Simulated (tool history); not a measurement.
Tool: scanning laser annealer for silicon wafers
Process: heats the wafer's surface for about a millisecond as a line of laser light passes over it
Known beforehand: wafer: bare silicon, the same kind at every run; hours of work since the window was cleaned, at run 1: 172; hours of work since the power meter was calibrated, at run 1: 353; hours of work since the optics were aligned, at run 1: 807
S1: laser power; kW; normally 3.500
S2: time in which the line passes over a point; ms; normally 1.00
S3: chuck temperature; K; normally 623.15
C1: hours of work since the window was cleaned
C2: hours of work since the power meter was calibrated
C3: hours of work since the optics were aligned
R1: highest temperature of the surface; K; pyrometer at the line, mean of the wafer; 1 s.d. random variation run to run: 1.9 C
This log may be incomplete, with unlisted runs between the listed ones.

run	hour	S1	S2	S3	C1	C2	C3	R1
1	0.0	3.500	1.00	623.15	172	353	807	1394.15
2	27.7	3.500	1.00	623.15	186	367	821	1396.15
3	60.6	3.500	1.00	623.15	202	383	837	1393.15
4	96.6	3.037	1.00	623.15	220	400	855	1263.15
5	124.6	3.037	1.00	623.15	233	414	868	1261.15
6	150.5	3.037	1.00	623.15	246	427	881	1261.15
7	182.4	3.500	1.11	623.15	262	442	897	1427.15
8	199.2	3.012	1.00	623.15	270	451	905	1254.15
9	215.0	3.500	1.24	623.15	278	458	912	1458.15
# hour 219.7: laser's power meter calibrated
10	249.2	3.796	1.00	623.15	293	14	928	1476.15
11	265.0	3.584	0.72	590.15	301	22	935	1275.15
12	297.7	3.120	1.05	623.15	317	38	951	1294.15
13	336.8	3.120	1.05	623.15	336	57	971	1292.15
14	360.7	3.218	1.07	623.15	348	69	982	1321.15
# hour 382.0: laser's power meter calibrated, once more
15	398.9	3.218	1.07	623.15	365	8	1000	1327.15
16	431.0	3.218	1.07	623.15	380	24	1015	1320.15
# hour 438.0: window over the wafer cleaned
17	470.2	3.477	0.74	636.15	16	42	1033	1314.15
18	494.8	3.504	0.84	623.15	28	54	1045	1346.15
19	528.3	3.500	1.02	623.15	44	71	1062	1409.15

Branching from run 19: 3 alternative next runs. What would each branch give?
A	554.8	3.500	0.77	650.15	57	84	1075	?
B	554.8	3.704	1.01	623.15	57	84	1075	?
C	554.8	3.406	0.92	623.15	57	84	1075	?

run	R1
A	1342.15
B	1461.15
C	1350.15
Had the tool no hidden state, the same runs would have come out as:
run	R1
A	1356.15
B	1477.15
C	1364.15
